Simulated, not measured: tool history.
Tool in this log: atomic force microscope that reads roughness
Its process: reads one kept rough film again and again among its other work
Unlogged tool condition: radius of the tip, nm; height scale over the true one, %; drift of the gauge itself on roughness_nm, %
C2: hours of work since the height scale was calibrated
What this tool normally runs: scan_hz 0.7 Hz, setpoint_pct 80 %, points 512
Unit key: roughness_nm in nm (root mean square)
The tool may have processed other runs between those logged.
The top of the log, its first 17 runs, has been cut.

run 18 day=8.008 | scan_hz=0.7 setpoint_pct=80 points=512 | pictures_with_this_tip=17 C2=253 | roughness_nm=0.96
run 19 day=8.338 | scan_hz=0.7 setpoint_pct=80 points=512 | pictures_with_this_tip=29 C2=256 | roughness_nm=0.954
run 20 day=8.946 | scan_hz=0.7 setpoint_pct=80 points=512 | pictures_with_this_tip=52 C2=263 | roughness_nm=0.955
run 21 day=9.571 | scan_hz=1.878 setpoint_pct=90 points=512 | pictures_with_this_tip=75 C2=269 | roughness_nm=0.859
run 22 day=9.938 | scan_hz=0.7 setpoint_pct=80 points=1015 | pictures_with_this_tip=89 C2=273 | roughness_nm=0.947
run 23 day=10.529 | scan_hz=3.374 setpoint_pct=80 points=512 | pictures_with_this_tip=111 C2=280 | roughness_nm=0.835
run 24 day=11.067 | scan_hz=1.408 setpoint_pct=80 points=512 | pictures_with_this_tip=131 C2=285 | roughness_nm=0.904
run 25 day=11.35 | scan_hz=2.078 setpoint_pct=70 points=795 | pictures_with_this_tip=141 C2=288 | roughness_nm=0.909
run 26 day=11.967 | scan_hz=2.078 setpoint_pct=70 points=795 | pictures_with_this_tip=164 C2=295 | roughness_nm=0.898
-- day=12.062 height scale calibrated on a step standard
run 27 day=12.5 | scan_hz=3.692 setpoint_pct=70 points=795 | pictures_with_this_tip=182 C2=5 | roughness_nm=0.86
run 28 day=12.938 | scan_hz=2.291 setpoint_pct=59 points=512 | pictures_with_this_tip=198 C2=9 | roughness_nm=0.906
run 29 day=13.262 | scan_hz=2.291 setpoint_pct=59 points=512 | pictures_with_this_tip=210 C2=13 | roughness_nm=0.907
run 30 day=13.817 | scan_hz=2.742 setpoint_pct=59 points=375 | pictures_with_this_tip=231 C2=19 | roughness_nm=0.896
run 31 day=14.175 | scan_hz=0.98 setpoint_pct=89 points=819 | pictures_with_this_tip=244 C2=23 | roughness_nm=0.87
run 32 day=14.758 | scan_hz=3.014 setpoint_pct=89 points=819 | pictures_with_this_tip=266 C2=29 | roughness_nm=0.754
run 33 day=15.308 | scan_hz=0.7 setpoint_pct=84 points=331 | pictures_with_this_tip=286 C2=35 | roughness_nm=0.87
-- day=15.471 new tip fitted
run 34 day=15.596 | scan_hz=0.7 setpoint_pct=84 points=331 | pictures_with_this_tip=4 C2=37 | roughness_nm=0.948
-- day=15.842 height scale calibrated on a step standard, once more
run 35 day=15.942 | scan_hz=0.7 setpoint_pct=84 points=349 | pictures_with_this_tip=15 C2=1 | roughness_nm=0.962
run 36 day=16.362 | scan_hz=2.166 setpoint_pct=58 points=388 | pictures_with_this_tip=31 C2=6 | roughness_nm=0.967
run 37 day=16.788 | scan_hz=2.166 setpoint_pct=58 points=388 | pictures_with_this_tip=47 C2=10 | roughness_nm=0.962
run 38 day=17.383 | scan_hz=0.7 setpoint_pct=72 points=935 | pictures_with_this_tip=69 C2=16 | roughness_nm=0.962
run 39 day=17.817 | scan_hz=2.595 setpoint_pct=88 points=301 | pictures_with_this_tip=85 C2=21 | roughness_nm=0.824

4 ways to go on from here, each from the tool as it stands after run 39. What would each give?
run A day=18.296 | scan_hz=0.524 setpoint_pct=71 points=271 | pictures_with_this_tip=103 C2=26 | roughness_nm=?
run B day=18.296 | scan_hz=1.172 setpoint_pct=66 points=261 | pictures_with_this_tip=103 C2=26 | roughness_nm=?
run C day=18.296 | scan_hz=0.7 setpoint_pct=80 points=553 | pictures_with_this_tip=103 C2=26 | roughness_nm=?
run D day=18.296 | scan_hz=0.94 setpoint_pct=57 points=512 | pictures_with_this_tip=103 C2=26 | roughness_nm=?

run=A roughness_nm=0.95
run=B roughness_nm=0.937
run=C roughness_nm=0.94
run=D roughness_nm=0.952
Take away the tool's hidden state, keep each run's random variation, and the runs would have read:
run=A roughness_nm=0.981
run=B roughness_nm=0.967
run=C roughness_nm=0.97
run=D roughness_nm=0.983
